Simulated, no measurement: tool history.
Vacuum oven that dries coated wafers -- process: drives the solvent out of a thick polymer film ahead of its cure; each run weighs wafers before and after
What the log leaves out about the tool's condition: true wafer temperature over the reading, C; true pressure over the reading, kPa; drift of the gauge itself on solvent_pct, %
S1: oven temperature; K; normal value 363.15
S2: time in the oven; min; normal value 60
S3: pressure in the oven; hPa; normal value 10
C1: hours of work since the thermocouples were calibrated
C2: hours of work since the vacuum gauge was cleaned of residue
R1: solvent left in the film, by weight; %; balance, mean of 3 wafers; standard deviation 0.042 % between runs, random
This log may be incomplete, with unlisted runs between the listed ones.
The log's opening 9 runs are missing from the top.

run 10 hour=136 | S1=363.15 S2=33 S3=10 | C1=120 C2=614 | R1=8.32
run 11 hour=146.9 | S1=363.15 S2=33 S3=10 | C1=128 C2=622 | R1=8.36
run 12 hour=155 | S1=363.15 S2=65 S3=10 | C1=135 C2=628 | R1=3.9
run 13 hour=174.3 | S1=354.15 S2=60 S3=10 | C1=149 C2=643 | R1=8.99
run 14 hour=191.8 | S1=354.15 S2=60 S3=10 | C1=162 C2=656 | R1=8.96
run 15 hour=201.4 | S1=354.15 S2=60 S3=10 | C1=169 C2=663 | R1=9.05
run 16 hour=216.4 | S1=354.15 S2=60 S3=6.5 | C1=181 C2=674 | R1=8.98
run 17 hour=232.3 | S1=363.15 S2=60 S3=10 | C1=192 C2=686 | R1=4.38
run 18 hour=245.3 | S1=363.15 S2=60 S3=10 | C1=202 C2=696 | R1=4.42
run 19 hour=259.9 | S1=363.15 S2=60 S3=10 | C1=213 C2=707 | R1=4.29
run 20 hour=269.5 | S1=363.15 S2=60 S3=10 | C1=220 C2=714 | R1=4.39
run 21 hour=281.8 | S1=363.15 S2=60 S3=10 | C1=230 C2=724 | R1=4.38
run 22 hour=299.8 | S1=363.15 S2=60 S3=9.3 | C1=243 C2=737 | R1=4.27
run 23 hour=310.8 | S1=363.15 S2=60 S3=9.3 | C1=251 C2=745 | R1=4.36
run 24 hour=320.1 | S1=363.15 S2=60 S3=9.3 | C1=258 C2=752 | R1=4.32
run 25 hour=334.4 | S1=354.15 S2=71 S3=10.2 | C1=269 C2=763 | R1=7.85
run 26 hour=350.7 | S1=371.15 S2=55 S3=10.2 | C1=281 C2=775 | R1=1.77

Run 27, settings as shown, results not yet in. Your forecast:
run 27 hour=370.1 | S1=374.15 S2=48 S3=12.7 | C1=296 C2=790 | R1=?

R1: 1.55 %
With no hidden state in the tool, this same run would have given R1 1.56 %.
